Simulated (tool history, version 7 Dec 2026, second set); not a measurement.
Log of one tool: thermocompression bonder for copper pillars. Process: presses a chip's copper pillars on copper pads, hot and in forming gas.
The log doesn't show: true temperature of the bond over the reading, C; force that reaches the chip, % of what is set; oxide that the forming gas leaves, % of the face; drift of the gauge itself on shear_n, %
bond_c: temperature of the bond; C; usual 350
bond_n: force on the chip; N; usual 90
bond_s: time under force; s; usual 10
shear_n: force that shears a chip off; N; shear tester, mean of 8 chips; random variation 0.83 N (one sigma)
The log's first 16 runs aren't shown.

run	hour	bond_c	bond_n	bond_s	hours of work since the heater was calibrated	hours of work since the force cell was calibrated	hours of work since the gas filter was changed	shear_n
17	110.1	350	90	10	385	148	211	60.5
18	119.7	350	90	10	390	152	215	61.3
19	126.2	350	90	10	393	155	218	59.2
20	135.1	350	90	10	397	160	222	60
21	142.4	350	90	10	400	163	226	60.2
22	148.3	365	90	15	403	166	229	78.4
23	154.8	365	90	15	406	169	232	76.9
24	163	355	132	12	410	173	236	82
# hour 166: heater calibrated with a thermocouple chip
25	173.4	350	82	10	3	177	240	55.3
26	182.9	340	77	6	8	181	244	38.9
27	189.3	340	77	6	11	184	247	39.3
28	195.2	350	57	19	14	187	250	56.6
29	199.9	350	64	8	16	189	252	43.9
# hour 204: heater calibrated with a thermocouple chip, once more
30	208.6	335	63	25	2	192	255	64.8
31	213.8	335	63	25	5	195	258	67.1
32	223.6	350	79	10	9	199	262	58.2
33	233.5	359	69	20	14	204	267	74.7
34	239.5	350	98	11	17	207	270	68.6
35	244.5	368	98	11	19	209	272	76.7
36	249.5	336	56	7	21	212	275	36.4
37	259.8	326	90	25	26	217	279	72.4
38	268.4	363	91	23	30	221	283	90.4
39	278.7	379	81	9	35	225	288	71.4
40	286.8	346	65	11	39	229	292	53.9

4 ways to go on from here, each from the tool as it stands after run 40. What would each give?
A	295.4	346	65	12	43	233	296	?
B	295.4	336	65	11	43	233	296	?
C	295.4	366	83	22	43	233	296	?
D	295.4	346	65	15	43	233	296	?

run	shear_n
A	54.6
B	49
C	86.3
D	59
Without the tool's hidden state the same runs would have given:
run	shear_n
A	58.2
B	52.2
C	91.8
D	63
